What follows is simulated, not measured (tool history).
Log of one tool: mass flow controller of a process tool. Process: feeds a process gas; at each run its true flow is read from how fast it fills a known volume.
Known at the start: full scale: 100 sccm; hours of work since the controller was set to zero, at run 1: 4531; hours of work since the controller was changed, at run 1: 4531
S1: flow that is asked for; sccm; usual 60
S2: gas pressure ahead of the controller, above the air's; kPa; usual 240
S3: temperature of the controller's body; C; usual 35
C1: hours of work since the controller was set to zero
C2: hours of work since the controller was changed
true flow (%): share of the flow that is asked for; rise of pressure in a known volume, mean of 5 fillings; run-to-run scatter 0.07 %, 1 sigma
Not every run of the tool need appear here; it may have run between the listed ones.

Run 1, hour 0: usual settings; C1 4531; C2 4531. Result: true flow (%) 99.32.
Run 2, hour 157.5: usual settings but S2 210 kPa; C1 4641; C2 4641. Result: true flow (%) 99.41.
Run 3, hour 316.8: usual settings; C1 4752; C2 4752. Result: true flow (%) 99.24.
Run 4, hour 403.5: usual settings but S3 23 C; C1 4813; C2 4813. Result: true flow (%) 100.2.
Run 5, hour 555.9: usual settings but S3 23 C; C1 4919; C2 4919. Result: true flow (%) 100.4.
Run 6, hour 691.3: usual settings but S2 200 kPa, S3 23 C; C1 5014; C2 5014. Result: true flow (%) 100.34.
Run 7, hour 815.3: usual settings but S2 183 kPa, S3 23 C; C1 5101; C2 5101. Result: true flow (%) 100.38.
Run 8, hour 978.5: usual settings but S2 183 kPa, S3 23 C; C1 5215; C2 5215. Result: true flow (%) 100.48.
Run 9, hour 1178.4: usual settings but S2 275 kPa, S3 23 C; C1 5355; C2 5355. Result: true flow (%) 100.76.
Run 10, hour 1343.1: usual settings but S2 275 kPa, S3 23 C; C1 5470; C2 5470. Result: true flow (%) 100.77.
Run 11, hour 1437.3: usual settings but S2 275 kPa, S3 23 C; C1 5536; C2 5536. Result: true flow (%) 101.08.
Run 12, hour 1569.9: usual settings but S2 275 kPa, S3 23 C; C1 5629; C2 5629. Result: true flow (%) 100.95.
Run 13, hour 1760.7: usual settings but S3 25 C; C1 5762; C2 5762. Result: true flow (%) 101.04.
Run 14, hour 1920.9: usual settings but S3 25 C; C1 5874; C2 5874. Result: true flow (%) 101.02.
Run 15, hour 2026.1: usual settings; C1 5948; C2 5948. Result: true flow (%) 100.38.
Run 16, hour 2184.7: usual settings but S1 11 sccm, S3 21 C; C1 6059; C2 6059. Result: true flow (%) 101.23.
Run 17, hour 2367.3: usual settings but S1 11 sccm, S3 21 C; C1 6186; C2 6186. Result: true flow (%) 101.45.
Run 18, hour 2455.1: usual settings but S1 33 sccm, S2 259 kPa, S3 28 C; C1 6248; C2 6248. Result: true flow (%) 101.17.
Run 19, hour 2619.3: usual settings but S1 33 sccm, S2 259 kPa, S3 28 C; C1 6363; C2 6363. Result: true flow (%) 101.16.
Run 20, hour 2800.1: usual settings but S1 66 sccm, S2 235 kPa; C1 6489; C2 6489. Result: true flow (%) 100.99.
Run 21, hour 2951: usual settings but S1 66 sccm, S2 235 kPa; C1 6595; C2 6595. Result: true flow (%) 100.98.
Run 22, hour 3058.3: usual settings but S3 23 C; C1 6670; C2 6670. Result: true flow (%) 101.88.
Run 23, hour 3159.1: usual settings but S2 147 kPa, S3 23 C; C1 6740; C2 6740. Result: true flow (%) 101.82.
Run 24, hour 3274.9: usual settings but S2 233 kPa, S3 27 C; C1 6821; C2 6821. Result: true flow (%) 101.59.
Run 25, hour 3460.9: usual settings but S2 233 kPa, S3 27 C; C1 6951; C2 6951. Result: true flow (%) 101.76.
Run 26, hour 3585.4: usual settings but S2 233 kPa, S3 27 C; C1 7039; C2 7039. Result: true flow (%) 101.78.
Run 27, hour 3720.6: usual settings but S2 233 kPa, S3 27 C; C1 7133; C2 7133. Result: true flow (%) 102.2.
Run 28, hour 3906: usual settings but S2 233 kPa, S3 27 C; C1 7263; C2 7263. Result: true flow (%) 102.14.
Run 29, hour 4070: usual settings but S1 32 sccm, S2 191 kPa, S3 39 C; C1 7378; C2 7378. Result: true flow (%) 101.49.

Forecast each of these 3 alternatives for the next run:
Run A, hour 4174: usual settings but S1 72 sccm, S2 276 kPa, S3 39 C; C1 7450; C2 7450. Result: true flow (%) ?.
Run B, hour 4174: usual settings but S1 70 sccm, S2 191 kPa, S3 39 C; C1 7450; C2 7450. Result: true flow (%) ?.
Run C, hour 4174: usual settings but S3 28 C; C1 7450; C2 7450. Result: true flow (%) ?.

run  true flow (%)
  A         101.61
  B         101.44
  C         102.23
With the hidden condition removed and each run's random variation left untouched, the same runs would have given:
run  true flow (%)
  A          99.11
  B          98.94
  C          99.71

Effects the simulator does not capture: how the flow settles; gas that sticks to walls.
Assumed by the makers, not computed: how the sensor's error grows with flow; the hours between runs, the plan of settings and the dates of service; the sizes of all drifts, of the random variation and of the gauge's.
